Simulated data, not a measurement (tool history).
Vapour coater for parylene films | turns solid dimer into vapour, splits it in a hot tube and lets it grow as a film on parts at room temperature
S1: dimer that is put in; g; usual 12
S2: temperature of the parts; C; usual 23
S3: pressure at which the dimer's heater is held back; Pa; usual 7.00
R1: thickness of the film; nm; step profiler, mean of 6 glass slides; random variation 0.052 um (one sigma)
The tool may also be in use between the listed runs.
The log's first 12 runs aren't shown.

run	day	S1	S2	S3	R1
13	14.767	12	23	7.00	5860
14	16.383	12	23	7.00	5890
15	17.762	12	23	7.00	5810
16	18.571	12	23	7.00	5840
17	19.696	12	23	7.00	5850
18	21.158	12	23	8.46	5560
19	22.717	12	23	8.46	5650
20	23.492	6	23	3.01	3570
21	25.067	6	23	7.28	2850
22	26.075	6	23	7.28	2870
23	27.675	17	18	5.94	9340
24	28.646	17	18	5.94	9250
25	30.179	9	23	7.00	4250
26	30.892	6	34	11.52	1960
27	31.692	6	34	11.52	2040
28	32.829	6	19	7.56	2910
29	34.067	6	19	4.55	3350
30	35.138	21	19	5.36	11230
31	35.917	6	23	9.64	2530
32	37.375	8	33	2.05	4110
33	38.550	8	33	2.05	4010
34	40.179	6	24	4.96	2940
35	41.167	8	23	8.40	3470
36	42.542	8	23	9.17	3420
37	43.717	8	23	9.17	3390

Forecast each of these 3 alternatives for the next run:
A	44.458	6	23	5.31	?
B	44.458	12	23	2.45	?
C	44.458	9	24	7.00	?

run	R1
A	2930
B	6940
C	4000
Without the tool's hidden state the same runs would have given:
run	R1
A	3270
B	7750
C	4470
